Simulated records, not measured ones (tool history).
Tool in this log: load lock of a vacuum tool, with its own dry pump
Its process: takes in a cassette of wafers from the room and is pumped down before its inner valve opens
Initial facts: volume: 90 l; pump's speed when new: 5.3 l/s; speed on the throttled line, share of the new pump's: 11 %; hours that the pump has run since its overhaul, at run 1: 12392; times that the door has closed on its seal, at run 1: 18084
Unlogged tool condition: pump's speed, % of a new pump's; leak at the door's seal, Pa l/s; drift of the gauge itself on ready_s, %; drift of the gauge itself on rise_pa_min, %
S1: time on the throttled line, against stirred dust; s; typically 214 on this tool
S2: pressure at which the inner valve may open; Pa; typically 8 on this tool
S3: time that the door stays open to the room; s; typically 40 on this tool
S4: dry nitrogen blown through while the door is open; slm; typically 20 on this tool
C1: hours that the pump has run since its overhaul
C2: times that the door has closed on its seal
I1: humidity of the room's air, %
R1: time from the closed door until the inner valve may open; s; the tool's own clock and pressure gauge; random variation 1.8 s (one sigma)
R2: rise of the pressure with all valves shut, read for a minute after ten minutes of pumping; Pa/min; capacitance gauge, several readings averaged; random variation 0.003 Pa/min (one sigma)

run    hour   S1  S2   S3  S4     C1     C2    I1     R1     R2
  1       0  214   8   40  20  12392  18084    46  381.4  0.089
  2   160.3  214   8   40  20  12552  18505  44.6  375.8  0.085
  3   332.9  214   8  132  20  12725  18958  42.9  379.3  0.119
  4   501.6  214   8   40  20  12893  19400  41.5  382.4  0.088
  5   624.4  214   8   40  20  13016  19722  48.2    381  0.089
  6   843.1  134   8   40  20  13235  20296  42.9  311.6  0.097
  7  1056.8  214   8   40  20  13449  20857  50.3    380  0.103
  8  1226.4  214   8   40  16  13618  21302  43.1  381.8  0.107
  9  1380.2  214   8   40  20  13772  21705  46.9  382.6  0.105
 10  1606.2  214   8   40  20  13998  22298  45.8  382.5   0.11
 11  1767.1  214   8   40  20  14159  22720  47.2  383.5  0.109
 12  1889.2  325   9  146  12  14281  23041    43  478.1   0.15
 13  2049.4  289  11  146  12  14441  23461    43  441.3  0.162
 14  2189.5  214   9   40  31  14581  23828  42.8  379.3  0.106
 15  2327.5  333  14   41   6  14719  24191  42.4  474.9  0.126
 16  2427.4  334   6  101  34  14819  24453  43.4  495.2   0.13
 17  2525.8  334   6  101  34  14918  24711  44.7  491.5  0.134
 18  2645.7  334   9  101  34  15037  25025  44.5  486.7  0.134
 19  2750.2  189   9  181  37  15142  25300  45.8  359.6  0.155

The logged runs with the hidden state left out (each run's random variation unchanged):
run     R1     R2
  1  354.2  0.028
  2  348.7  0.023
  3  351.8  0.054
  4    354  0.023
  5  352.4  0.023
  6  280.8  0.027
  7  350.6  0.029
  8  351.9  0.032
  9  352.2  0.029
 10  351.6   0.03
 11  352.1  0.027
 12    450  0.065
 13  412.9  0.075
 14  347.7  0.019
 15  447.9  0.035
 16  464.6  0.037
 17  460.8  0.039
 18  457.2  0.038
 19  326.1  0.059

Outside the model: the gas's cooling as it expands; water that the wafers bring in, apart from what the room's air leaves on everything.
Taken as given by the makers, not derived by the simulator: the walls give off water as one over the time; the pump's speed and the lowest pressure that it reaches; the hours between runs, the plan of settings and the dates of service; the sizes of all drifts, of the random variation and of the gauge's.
